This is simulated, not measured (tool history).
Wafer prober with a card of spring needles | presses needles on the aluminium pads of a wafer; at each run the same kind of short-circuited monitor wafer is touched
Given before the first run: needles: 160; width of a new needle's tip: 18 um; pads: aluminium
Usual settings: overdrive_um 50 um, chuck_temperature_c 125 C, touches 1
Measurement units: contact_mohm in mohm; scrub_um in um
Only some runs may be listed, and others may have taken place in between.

{"run": 1, "hour": 0.0, "overdrive_um": 50, "chuck_temperature_c": 125, "touches": 1, "contact_mohm": 291, "scrub_um": 13.15}
{"hour": 2.5, "done": "tips cleaned on abrasive film"}
{"run": 2, "hour": 10.4, "overdrive_um": 50, "chuck_temperature_c": 125, "touches": 1, "contact_mohm": 289, "scrub_um": 13.13}
{"hour": 13.8, "done": "tips cleaned on abrasive film"}
{"run": 3, "hour": 19.4, "overdrive_um": 50, "chuck_temperature_c": 125, "touches": 1, "contact_mohm": 289, "scrub_um": 13.13}
{"hour": 25.0, "done": "tips cleaned on abrasive film"}
{"run": 4, "hour": 30.6, "overdrive_um": 50, "chuck_temperature_c": 125, "touches": 1, "contact_mohm": 286, "scrub_um": 13.08}
{"hour": 37.2, "done": "tips cleaned on abrasive film"}
{"run": 5, "hour": 41.8, "overdrive_um": 50, "chuck_temperature_c": 125, "touches": 1, "contact_mohm": 286, "scrub_um": 13.08}
{"hour": 48.5, "done": "tips cleaned on abrasive film"}
{"run": 6, "hour": 51.6, "overdrive_um": 50, "chuck_temperature_c": 125, "touches": 1, "contact_mohm": 274, "scrub_um": 13.05}
{"run": 7, "hour": 59.2, "overdrive_um": 50, "chuck_temperature_c": 125, "touches": 1, "contact_mohm": 296, "scrub_um": 13.04}
{"hour": 59.8, "done": "tips cleaned on abrasive film"}
{"run": 8, "hour": 66.6, "overdrive_um": 50, "chuck_temperature_c": 125, "touches": 1, "contact_mohm": 294, "scrub_um": 13.01}
{"hour": 71.5, "done": "tips cleaned on abrasive film"}
{"run": 9, "hour": 75.9, "overdrive_um": 50, "chuck_temperature_c": 125, "touches": 1, "contact_mohm": 286, "scrub_um": 12.97}
{"hour": 82.9, "done": "tips cleaned on abrasive film"}
{"run": 10, "hour": 86.2, "overdrive_um": 50, "chuck_temperature_c": 125, "touches": 1, "contact_mohm": 276, "scrub_um": 12.99}
{"hour": 94.1, "done": "tips cleaned on abrasive film"}
{"run": 11, "hour": 94.5, "overdrive_um": 50, "chuck_temperature_c": 125, "touches": 1, "contact_mohm": 257, "scrub_um": 12.95}
{"run": 12, "hour": 99.8, "overdrive_um": 44, "chuck_temperature_c": 125, "touches": 1, "contact_mohm": 300, "scrub_um": 11.39}
{"run": 13, "hour": 105.0, "overdrive_um": 50, "chuck_temperature_c": 125, "touches": 1, "contact_mohm": 304, "scrub_um": 12.95}
{"hour": 105.7, "done": "tips cleaned on abrasive film"}
{"run": 14, "hour": 113.7, "overdrive_um": 50, "chuck_temperature_c": 125, "touches": 1, "contact_mohm": 293, "scrub_um": 12.95}
{"hour": 117.3, "done": "tips cleaned on abrasive film"}
{"run": 15, "hour": 124.4, "overdrive_um": 50, "chuck_temperature_c": 125, "touches": 1, "contact_mohm": 297, "scrub_um": 12.92}
{"hour": 128.8, "done": "tips cleaned on abrasive film"}
{"run": 16, "hour": 130.2, "overdrive_um": 50, "chuck_temperature_c": 125, "touches": 1, "contact_mohm": 264, "scrub_um": 12.9}
{"run": 17, "hour": 134.9, "overdrive_um": 47, "chuck_temperature_c": 75, "touches": 1, "contact_mohm": 292, "scrub_um": 12.13}
{"hour": 140.8, "done": "tips cleaned on abrasive film"}
{"hour": 144.5, "done": "height of the first contact set anew"}
{"run": 18, "hour": 145.2, "overdrive_um": 41, "chuck_temperature_c": 106, "touches": 2, "contact_mohm": 276, "scrub_um": 10.3}
{"hour": 152.8, "done": "tips cleaned on abrasive film"}
{"run": 19, "hour": 153.4, "overdrive_um": 41, "chuck_temperature_c": 46, "touches": 1, "contact_mohm": 252, "scrub_um": 10.26}
{"run": 20, "hour": 159.9, "overdrive_um": 62, "chuck_temperature_c": 44, "touches": 1, "contact_mohm": 264, "scrub_um": 15.83}

Estimate the outcome of run 21 from the log above:
{"hour": 163.9, "done": "tips cleaned on abrasive film"}
{"run": 21, "hour": 169.2, "overdrive_um": 46, "chuck_temperature_c": 125, "touches": 3, "contact_mohm": "?", "scrub_um": "?"}

{"run 21": {"contact_mohm": 264, "scrub_um": 11.57}}
The same run, on a tool lacking any hidden state, would have yielded contact_mohm 246 mohm, scrub_um 12.14 um.

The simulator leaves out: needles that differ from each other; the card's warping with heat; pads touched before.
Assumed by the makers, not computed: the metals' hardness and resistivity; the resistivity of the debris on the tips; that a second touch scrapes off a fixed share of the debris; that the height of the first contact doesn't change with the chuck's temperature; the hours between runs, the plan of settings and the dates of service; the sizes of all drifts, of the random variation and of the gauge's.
